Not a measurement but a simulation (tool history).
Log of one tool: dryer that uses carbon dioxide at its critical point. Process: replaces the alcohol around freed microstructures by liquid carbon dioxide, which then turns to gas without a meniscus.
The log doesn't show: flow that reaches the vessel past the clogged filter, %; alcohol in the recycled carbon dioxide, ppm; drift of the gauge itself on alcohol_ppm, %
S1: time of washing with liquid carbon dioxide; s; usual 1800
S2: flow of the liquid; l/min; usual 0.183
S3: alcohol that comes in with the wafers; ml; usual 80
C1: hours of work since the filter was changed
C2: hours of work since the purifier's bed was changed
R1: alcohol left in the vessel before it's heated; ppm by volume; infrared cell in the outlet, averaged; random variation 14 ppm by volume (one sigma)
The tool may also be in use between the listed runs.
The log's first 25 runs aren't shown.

run   hour    S1     S2   S3   C1   C2     R1
 26  502.1  2640  0.119   20   30  434    347
 27  518.4  2640  0.119   20   39  444    359
 28  539.4  2640  0.119   20   51  456    376
 29  557.2  2640  0.119   20   62  466    383
 30  583.1  2640  0.119   47   77  482    843
 31  596.5  2580  0.202   80   85  489    152
 32  615.2  2580  0.202   80   96  500    162
 33  629.2  2580  0.157   80  104  509    527
 34  652.1  2580  0.157   80  117  522    536
 35    667  2280  0.138   49  126  531    964
 36  683.3  1080  0.138   80  136  540  12329
 37  702.4  1080  0.138   80  147  551  12634
 38  727.7  1080  0.138   80  162  566  13025
 39    752  1500  0.151   64  176  580   4151
 40  769.5  1500  0.253   80  186  591    839
 41  783.8  1500   0.14   80  194  599   6285
 42  803.9  1140  0.177  106  206  611   9320
 43  815.4  1980  0.206  106  213  618    893
 44    838  1740  0.242   35  226  631    312
 45  850.7  2460  0.113   39  233  638   1607
 46  869.7  2460  0.291   71  245  649     96
 47  883.6  2460  0.291   71  253  657     90

3 ways to go on from here, each from the tool as it stands after run 47. What would each give?
  A  908.8  1740  0.183  114  267  672   ?
  B  908.8  1380  0.183   57  267  672   ?
  C  908.8  2460  0.246   71  267  672   ?

run    R1
  A  2961
  B  3256
  C   143
Without the tool's hidden state the same runs would have given:
run    R1
  A  1391
  B  1783
  C    17
